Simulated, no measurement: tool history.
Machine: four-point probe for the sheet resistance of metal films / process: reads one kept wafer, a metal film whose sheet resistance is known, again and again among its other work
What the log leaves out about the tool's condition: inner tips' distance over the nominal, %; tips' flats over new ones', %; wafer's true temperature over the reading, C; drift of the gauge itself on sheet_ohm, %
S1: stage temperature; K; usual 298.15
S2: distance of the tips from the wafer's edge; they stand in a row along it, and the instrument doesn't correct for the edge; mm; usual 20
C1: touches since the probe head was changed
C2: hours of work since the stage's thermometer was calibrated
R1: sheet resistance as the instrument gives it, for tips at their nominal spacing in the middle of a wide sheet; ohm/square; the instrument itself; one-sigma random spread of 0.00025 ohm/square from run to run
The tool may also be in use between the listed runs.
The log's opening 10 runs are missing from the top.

Run 11, hour 106.6: usual settings but S1 301.15 K; C1 33132; C2 298. Result: R1 1.255582 ohm/square.
Run 12, hour 117.6: usual settings; C1 33362; C2 303. Result: R1 1.258300 ohm/square.
Run 13, hour 129.2: usual settings; C1 33603; C2 308. Result: R1 1.258967 ohm/square.
Run 14, hour 142.9: usual settings; C1 33890; C2 315. Result: R1 1.258615 ohm/square.
Run 15, hour 157.8: usual settings; C1 34200; C2 322. Result: R1 1.259135 ohm/square.
Run 16, hour 172.1: usual settings; C1 34500; C2 329. Result: R1 1.259051 ohm/square.
Run 17, hour 179.9: usual settings; C1 34662; C2 332. Result: R1 1.258916 ohm/square.
Run 18, hour 194.3: usual settings but S1 291.15 K, S2 33 mm; C1 34962; C2 339. Result: R1 1.266089 ohm/square.
Run 19, hour 205.9: usual settings but S1 296.15 K, S2 72 mm; C1 35203; C2 345. Result: R1 1.260622 ohm/square.
Run 20, hour 212.5: usual settings but S1 296.15 K, S2 72 mm; C1 35343; C2 348. Result: R1 1.260431 ohm/square.
Run 21, hour 226.6: usual settings but S1 304.15 K, S2 51 mm; C1 35636; C2 354. Result: R1 1.251791 ohm/square.
Run 22, hour 240.4: usual settings but S1 297.15 K, S2 4 mm; C1 35923; C2 361. Result: R1 1.276123 ohm/square.
Run 23, hour 256.7: usual settings but S1 297.15 K, S2 4 mm; C1 36264; C2 369. Result: R1 1.276568 ohm/square.
Run 24, hour 271.5: usual settings but S1 296.15 K, S2 11 mm; C1 36572; C2 376. Result: R1 1.262591 ohm/square.
Run 25, hour 278.7: usual settings but S1 296.15 K, S2 11 mm; C1 36725; C2 379. Result: R1 1.263084 ohm/square.
Run 26, hour 291.3: usual settings but S2 52 mm; C1 36988; C2 385. Result: R1 1.258685 ohm/square.
Run 27, hour 300.5: usual settings but S2 52 mm; C1 37178; C2 389. Result: R1 1.258501 ohm/square.
Run 28, hour 315.7: usual settings but S2 8 mm; C1 37496; C2 397. Result: R1 1.262565 ohm/square.
Run 29, hour 323.1: usual settings but S1 295.15 K, S2 54 mm; C1 37651; C2 400. Result: R1 1.261682 ohm/square.
Run 30, hour 331.1: usual settings but S1 295.15 K, S2 30 mm; C1 37817; C2 404. Result: R1 1.262344 ohm/square.
Run 31, hour 344.1: usual settings but S1 299.15 K, S2 23 mm; C1 38089; C2 410. Result: R1 1.257881 ohm/square.
Run 32, hour 356.3: usual settings but S1 299.15 K, S2 23 mm; C1 38343; C2 416. Result: R1 1.257877 ohm/square.
Run 33, hour 366.2: usual settings but S1 307.15 K, S2 15 mm; C1 38550; C2 420. Result: R1 1.249921 ohm/square.
Run 34, hour 379.4: usual settings but S1 307.15 K, S2 71 mm; C1 38825; C2 427. Result: R1 1.248931 ohm/square.

Below are 5 alternative next runs, each starting from the tool's condition after run 34. Predict each:
Run A, hour 387.5: usual settings but S1 296.15 K, S2 7 mm; C1 38994; C2 430. Result: R1 ?.
Run B, hour 387.5: usual settings but S1 295.15 K, S2 27 mm; C1 38994; C2 430. Result: R1 ?.
Run C, hour 387.5: usual settings but S1 293.15 K, S2 3 mm; C1 38994; C2 430. Result: R1 ?.
Run D, hour 387.5: usual settings but S1 297.15 K, S2 71 mm; C1 38994; C2 430. Result: R1 ?.
Run E, hour 387.5: usual settings but S1 297.15 K, S2 33 mm; C1 38994; C2 430. Result: R1 ?.

run        R1
  A  1.266343
  B  1.262366
  C  1.293461
  D  1.259998
  E  1.260037
Stripped of hidden state, with their random variation kept, the same runs would have yielded:
run        R1
  A  1.258753
  B  1.254797
  C  1.285720
  D  1.252444
  E  1.252483
